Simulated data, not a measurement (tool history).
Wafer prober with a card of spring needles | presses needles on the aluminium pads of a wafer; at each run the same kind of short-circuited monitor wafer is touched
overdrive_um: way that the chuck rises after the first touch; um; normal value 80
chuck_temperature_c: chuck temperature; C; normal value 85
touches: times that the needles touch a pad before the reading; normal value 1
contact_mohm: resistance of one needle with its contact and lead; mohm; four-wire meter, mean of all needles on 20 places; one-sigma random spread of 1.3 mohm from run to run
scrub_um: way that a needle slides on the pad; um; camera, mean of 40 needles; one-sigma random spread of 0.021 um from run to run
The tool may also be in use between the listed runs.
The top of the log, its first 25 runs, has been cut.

-- hour=223.7 tips cleaned on abrasive film
run 26 hour=225.2 | overdrive_um=80 chuck_temperature_c=56 touches=1 | contact_mohm=203 scrub_um=18.06
run 27 hour=232.1 | overdrive_um=80 chuck_temperature_c=56 touches=1 | contact_mohm=211 scrub_um=18.02
-- hour=235.7 tips cleaned on abrasive film
run 28 hour=240.7 | overdrive_um=80 chuck_temperature_c=85 touches=1 | contact_mohm=211 scrub_um=18
-- hour=247.2 tips cleaned on abrasive film
run 29 hour=250 | overdrive_um=80 chuck_temperature_c=85 touches=1 | contact_mohm=210 scrub_um=17.96
run 30 hour=257.3 | overdrive_um=80 chuck_temperature_c=85 touches=1 | contact_mohm=217 scrub_um=17.98
-- hour=259.4 tips cleaned on abrasive film
run 31 hour=265.3 | overdrive_um=80 chuck_temperature_c=85 touches=1 | contact_mohm=215 scrub_um=17.98
-- hour=271.1 tips cleaned on abrasive film
run 32 hour=275.6 | overdrive_um=80 chuck_temperature_c=85 touches=1 | contact_mohm=212 scrub_um=17.97
-- hour=282.9 tips cleaned on abrasive film
run 33 hour=282.9 | overdrive_um=66 chuck_temperature_c=72 touches=2 | contact_mohm=206 scrub_um=14.82

Here are 4 independent what-if runs from the current tool condition. What would each one return?
run A hour=293.2 | overdrive_um=76 chuck_temperature_c=33 touches=1 | contact_mohm=? scrub_um=?
run B hour=293.2 | overdrive_um=91 chuck_temperature_c=31 touches=2 | contact_mohm=? scrub_um=?
run C hour=293.2 | overdrive_um=66 chuck_temperature_c=124 touches=2 | contact_mohm=? scrub_um=?
run D hour=293.2 | overdrive_um=66 chuck_temperature_c=72 touches=1 | contact_mohm=? scrub_um=?

run=A contact_mohm=206 scrub_um=17.04
run=B contact_mohm=199 scrub_um=20.44
run=C contact_mohm=224 scrub_um=14.8
run=D contact_mohm=220 scrub_um=14.76
The same runs, with their run-to-run variation unchanged, on a tool lacking any hidden condition would have given:
run=A contact_mohm=194 scrub_um=17.18
run=B contact_mohm=194 scrub_um=20.58
run=C contact_mohm=216 scrub_um=14.94
run=D contact_mohm=205 scrub_um=14.9

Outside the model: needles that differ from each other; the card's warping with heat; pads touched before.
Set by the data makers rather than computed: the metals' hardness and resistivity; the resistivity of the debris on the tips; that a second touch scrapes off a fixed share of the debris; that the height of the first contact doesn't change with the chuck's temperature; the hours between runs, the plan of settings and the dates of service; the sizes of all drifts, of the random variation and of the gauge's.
